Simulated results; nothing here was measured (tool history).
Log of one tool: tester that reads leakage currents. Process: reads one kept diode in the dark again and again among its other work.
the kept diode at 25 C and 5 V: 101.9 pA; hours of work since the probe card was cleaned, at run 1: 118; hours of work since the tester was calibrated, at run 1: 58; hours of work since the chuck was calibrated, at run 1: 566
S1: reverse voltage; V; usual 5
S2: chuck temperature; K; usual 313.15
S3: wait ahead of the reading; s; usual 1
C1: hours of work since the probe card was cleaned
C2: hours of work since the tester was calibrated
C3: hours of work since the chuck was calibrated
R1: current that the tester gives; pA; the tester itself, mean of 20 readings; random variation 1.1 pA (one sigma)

run 1 day=0 | S1=5 S2=313.15 S3=1 | C1=118 C2=58 C3=566 | R1=364.7
run 2 day=0.712 | S1=13.91 S2=313.15 S3=1 | C1=127 C2=67 C3=575 | R1=550.46
run 3 day=1.471 | S1=13.91 S2=313.15 S3=1 | C1=137 C2=77 C3=585 | R1=549.43
run 4 day=2.967 | S1=5 S2=307.15 S3=1 | C1=156 C2=97 C3=605 | R1=222.67
run 5 day=4.3 | S1=4.7 S2=313.15 S3=1 | C1=174 C2=114 C3=622 | R1=358.98
run 6 day=5.308 | S1=5 S2=313.15 S3=5.84 | C1=187 C2=128 C3=635 | R1=362.41
run 7 day=6.45 | S1=5 S2=313.15 S3=1 | C1=202 C2=142 C3=650 | R1=366.75
run 8 day=7.412 | S1=5 S2=313.15 S3=1 | C1=215 C2=155 C3=663 | R1=366.24
run 9 day=8.562 | S1=1.6 S2=313.15 S3=2.21 | C1=230 C2=170 C3=678 | R1=231.52
run 10 day=9.262 | S1=6.85 S2=323.15 S3=2.21 | C1=239 C2=179 C3=687 | R1=901.14
run 11 day=10.529 | S1=6.85 S2=323.15 S3=2.21 | C1=256 C2=196 C3=704 | R1=902.37
run 12 day=11.712 | S1=5 S2=313.15 S3=4.03 | C1=271 C2=212 C3=719 | R1=363.68
run 13 day=12.425 | S1=5.77 S2=313.15 S3=0.71 | C1=280 C2=221 C3=729 | R1=386.58
-- day=13.546 chuck's temperature calibrated
run 14 day=13.546 | S1=5.77 S2=313.15 S3=0.71 | C1=294 C2=234 C3=0 | R1=388.21
run 15 day=14.529 | S1=5.77 S2=311.15 S3=1.55 | C1=307 C2=247 C3=13 | R1=327.6

Hidden state at the last listed run before each entry between runs and at the first one after, where it differs:
Between runs 13 and 14: chuck's temperature calibrated (day 13.546)
  true chuck temperature over the reading, C: 0.01 -> 0

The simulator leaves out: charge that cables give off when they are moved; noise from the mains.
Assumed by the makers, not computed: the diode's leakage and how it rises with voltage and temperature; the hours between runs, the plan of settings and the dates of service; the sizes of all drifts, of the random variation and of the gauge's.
